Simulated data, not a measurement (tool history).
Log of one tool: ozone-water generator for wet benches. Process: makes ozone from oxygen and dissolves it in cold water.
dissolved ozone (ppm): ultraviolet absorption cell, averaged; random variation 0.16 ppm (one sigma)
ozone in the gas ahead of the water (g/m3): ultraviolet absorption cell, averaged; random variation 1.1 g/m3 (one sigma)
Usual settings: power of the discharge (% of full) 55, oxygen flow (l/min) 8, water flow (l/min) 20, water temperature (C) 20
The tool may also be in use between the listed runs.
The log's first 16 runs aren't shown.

run	day	power of the discharge (% of full)	oxygen flow (l/min)	water flow (l/min)	water temperature (C)	dissolved ozone (ppm)	ozone in the gas ahead of the water (g/m3)
17	82.662	55	8	19	20	20.5	175.8
18	86.712	55	8.57	20	24	18.1	168.9
19	90.825	55	8.57	22	24	16.6	165.9
# day 91.333: water thermometer calibrated
20	95.212	55	7.6	12	24	26.1	181
21	101.254	55	8	20	18	20.3	173.8
22	107.096	55	9.82	20	20	18.6	150.1
23	113.142	62	6.18	30	13	16.5	222.4
24	120.088	62	6.18	30	13	16.6	221.9
25	124.329	62	6.18	30	13	16.5	222
26	130.6	55	8	20	18	20	173.1
27	137.504	66	8	14	20	27.6	189.9
28	143.246	66	8	14	20	27.9	190.6
29	147.021	83	12.45	20	17	22.9	162.7
30	154.008	83	12.45	20	17	22.8	163.1
31	161.071	57	12.45	20	17	18.1	130.2
32	165.538	57	12.45	20	17	18	128.4
33	170.392	57	12.45	19	19	17.5	129.1

3 ways to go on from here, each from the tool as it stands after run 33. What would each give?
A	174.604	57	5.61	19	19	?	?
B	174.604	55	4.2	17	20	?	?
C	174.604	55	12.03	20	15	?	?

run	dissolved ozone (ppm)	ozone in the gas ahead of the water (g/m3)
A	21.9	221.3
B	24.3	261.5
C	18.3	128.6
Without the tool's hidden state the same runs would have given:
run	dissolved ozone (ppm)	ozone in the gas ahead of the water (g/m3)
A	25.3	242.8
B	28	286.4
C	21.2	140.8
